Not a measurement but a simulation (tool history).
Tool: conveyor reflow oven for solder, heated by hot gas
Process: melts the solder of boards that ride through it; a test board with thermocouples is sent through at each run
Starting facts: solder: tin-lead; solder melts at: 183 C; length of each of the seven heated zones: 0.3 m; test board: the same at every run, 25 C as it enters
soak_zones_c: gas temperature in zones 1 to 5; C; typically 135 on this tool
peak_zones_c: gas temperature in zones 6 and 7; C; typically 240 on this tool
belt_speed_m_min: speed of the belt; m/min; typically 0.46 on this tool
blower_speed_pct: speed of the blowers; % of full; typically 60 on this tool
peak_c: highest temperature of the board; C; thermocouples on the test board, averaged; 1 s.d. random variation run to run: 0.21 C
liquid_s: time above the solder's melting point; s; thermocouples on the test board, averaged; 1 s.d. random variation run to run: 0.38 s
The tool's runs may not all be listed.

{"run": 1, "hour": 0.0, "soak_zones_c": 135, "peak_zones_c": 240, "belt_speed_m_min": 0.46, "blower_speed_pct": 60, "peak_c": 220.9, "liquid_s": 62}
{"hour": 36.1, "done": "flux residue cleaned out of gas plates and filters"}
{"run": 2, "hour": 40.2, "soak_zones_c": 135, "peak_zones_c": 240, "belt_speed_m_min": 0.46, "blower_speed_pct": 60, "peak_c": 222.8, "liquid_s": 63.1}
{"run": 3, "hour": 63.7, "soak_zones_c": 135, "peak_zones_c": 240, "belt_speed_m_min": 0.46, "blower_speed_pct": 60, "peak_c": 222.7, "liquid_s": 63.7}
{"run": 4, "hour": 92.4, "soak_zones_c": 135, "peak_zones_c": 249, "belt_speed_m_min": 0.46, "blower_speed_pct": 60, "peak_c": 230.7, "liquid_s": 67.6}
{"run": 5, "hour": 109.2, "soak_zones_c": 135, "peak_zones_c": 240, "belt_speed_m_min": 0.46, "blower_speed_pct": 66, "peak_c": 223.8, "liquid_s": 64.1}
{"run": 6, "hour": 135.5, "soak_zones_c": 135, "peak_zones_c": 240, "belt_speed_m_min": 0.46, "blower_speed_pct": 66, "peak_c": 224.5, "liquid_s": 64.4}
{"run": 7, "hour": 170.0, "soak_zones_c": 135, "peak_zones_c": 240, "belt_speed_m_min": 0.46, "blower_speed_pct": 66, "peak_c": 223.5, "liquid_s": 64.2}
{"run": 8, "hour": 187.3, "soak_zones_c": 135, "peak_zones_c": 240, "belt_speed_m_min": 0.46, "blower_speed_pct": 86, "peak_c": 226.9, "liquid_s": 66.2}
{"run": 9, "hour": 222.3, "soak_zones_c": 135, "peak_zones_c": 240, "belt_speed_m_min": 0.46, "blower_speed_pct": 86, "peak_c": 226.7, "liquid_s": 66.8}
{"run": 10, "hour": 244.8, "soak_zones_c": 133, "peak_zones_c": 240, "belt_speed_m_min": 0.533, "blower_speed_pct": 86, "peak_c": 221, "liquid_s": 52.9}
{"run": 11, "hour": 275.1, "soak_zones_c": 133, "peak_zones_c": 240, "belt_speed_m_min": 0.533, "blower_speed_pct": 86, "peak_c": 220.9, "liquid_s": 52}
{"run": 12, "hour": 300.3, "soak_zones_c": 135, "peak_zones_c": 234, "belt_speed_m_min": 0.46, "blower_speed_pct": 60, "peak_c": 216.4, "liquid_s": 58.8}
{"run": 13, "hour": 325.1, "soak_zones_c": 135, "peak_zones_c": 236, "belt_speed_m_min": 0.417, "blower_speed_pct": 82, "peak_c": 224.7, "liquid_s": 72.9}
{"hour": 332.7, "done": "flux residue cleaned out of gas plates and filters"}
{"run": 14, "hour": 362.7, "soak_zones_c": 122, "peak_zones_c": 240, "belt_speed_m_min": 0.451, "blower_speed_pct": 60, "peak_c": 222, "liquid_s": 60}
{"run": 15, "hour": 398.9, "soak_zones_c": 135, "peak_zones_c": 228, "belt_speed_m_min": 0.46, "blower_speed_pct": 69, "peak_c": 214.3, "liquid_s": 58.3}
{"run": 16, "hour": 432.9, "soak_zones_c": 135, "peak_zones_c": 253, "belt_speed_m_min": 0.46, "blower_speed_pct": 63, "peak_c": 235.6, "liquid_s": 71.7}

Predict each of these 5 candidate next runs independently; none follows another, all start after run 16:
{"run": "A", "hour": 454.5, "soak_zones_c": 135, "peak_zones_c": 253, "belt_speed_m_min": 0.422, "blower_speed_pct": 62, "peak_c": "?", "liquid_s": "?"}
{"run": "B", "hour": 454.5, "soak_zones_c": 124, "peak_zones_c": 250, "belt_speed_m_min": 0.46, "blower_speed_pct": 71, "peak_c": "?", "liquid_s": "?"}
{"run": "C", "hour": 454.5, "soak_zones_c": 135, "peak_zones_c": 237, "belt_speed_m_min": 0.46, "blower_speed_pct": 63, "peak_c": "?", "liquid_s": "?"}
{"run": "D", "hour": 454.5, "soak_zones_c": 135, "peak_zones_c": 240, "belt_speed_m_min": 0.46, "blower_speed_pct": 60, "peak_c": "?", "liquid_s": "?"}
{"run": "E", "hour": 454.5, "soak_zones_c": 135, "peak_zones_c": 253, "belt_speed_m_min": 0.46, "blower_speed_pct": 67, "peak_c": "?", "liquid_s": "?"}

run=A peak_c=238 liquid_s=80.4
run=B peak_c=232.7 liquid_s=67.6
run=C peak_c=220.9 liquid_s=62.8
run=D peak_c=223.2 liquid_s=63.2
run=E peak_c=236.3 liquid_s=72.3
Without the tool's unlogged condition, the same runs would have read:
run=A peak_c=236.9 liquid_s=77
run=B peak_c=231.6 liquid_s=64.7
run=C peak_c=219.9 liquid_s=59.9
run=D peak_c=222.1 liquid_s=60.2
run=E peak_c=235.3 liquid_s=69.3

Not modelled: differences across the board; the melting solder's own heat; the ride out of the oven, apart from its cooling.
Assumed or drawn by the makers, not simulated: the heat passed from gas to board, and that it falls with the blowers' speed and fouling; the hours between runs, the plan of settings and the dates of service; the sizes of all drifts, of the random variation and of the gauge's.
